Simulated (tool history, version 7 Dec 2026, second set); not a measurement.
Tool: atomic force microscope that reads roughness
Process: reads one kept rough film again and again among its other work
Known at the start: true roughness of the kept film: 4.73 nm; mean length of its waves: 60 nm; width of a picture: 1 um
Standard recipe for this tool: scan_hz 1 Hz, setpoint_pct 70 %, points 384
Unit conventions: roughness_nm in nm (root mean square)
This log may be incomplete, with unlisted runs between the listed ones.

Run 1, hour 0: usual settings. Result: roughness_nm 4.459 nm (root mean square).
Run 2, hour 8.1: usual settings but scan_hz 1.58 Hz. Result: roughness_nm 4.377 nm (root mean square).
Run 3, hour 15.6: usual settings but scan_hz 1.58 Hz. Result: roughness_nm 4.328 nm (root mean square).
Run 4, hour 23.6: usual settings but scan_hz 1.58 Hz. Result: roughness_nm 4.325 nm (root mean square).
Run 5, hour 34.3: usual settings but setpoint_pct 69 %. Result: roughness_nm 4.334 nm (root mean square).
Run 6, hour 42.7: usual settings but setpoint_pct 69 %. Result: roughness_nm 4.329 nm (root mean square).
Run 7, hour 49.5: usual settings but setpoint_pct 69 %. Result: roughness_nm 4.316 nm (root mean square).
Run 8, hour 58.7: usual settings but scan_hz 1.3 Hz. Result: roughness_nm 4.224 nm (root mean square).
Run 9, hour 67.6: usual settings but scan_hz 0.93 Hz, setpoint_pct 68 %. Result: roughness_nm 4.218 nm (root mean square).
Run 10, hour 73.9: usual settings but scan_hz 0.93 Hz, setpoint_pct 57 %. Result: roughness_nm 4.229 nm (root mean square).
At hour 75.7: height scale calibrated on a step standard.
Run 11, hour 81.8: usual settings but scan_hz 2.18 Hz, points 466. Result: roughness_nm 4.115 nm (root mean square).
Run 12, hour 93.1: usual settings but scan_hz 0.54 Hz, points 466. Result: roughness_nm 4.163 nm (root mean square).
Run 13, hour 104.7: usual settings but scan_hz 2.73 Hz, points 696. Result: roughness_nm 4.049 nm (root mean square).
Run 14, hour 118.9: usual settings but scan_hz 1.46 Hz, setpoint_pct 81 %, points 728. Result: roughness_nm 3.971 nm (root mean square).
Run 15, hour 126.4: usual settings but setpoint_pct 59 %, points 966. Result: roughness_nm 4.116 nm (root mean square).

The same runs without the tool's hidden state, with the same run-to-run variation:
The hidden state here: radius of the tip, nm; height scale over the true one, %; drift of the gauge itself on roughness_nm, %.
run  roughness_nm
  1          4.49
  2         4.434
  3         4.412
  4         4.433
  5         4.479
  6           4.5
  7         4.508
  8         4.443
  9         4.463
 10         4.495
 11         4.396
 12         4.488
 13         4.403
 14         4.359
 15         4.542
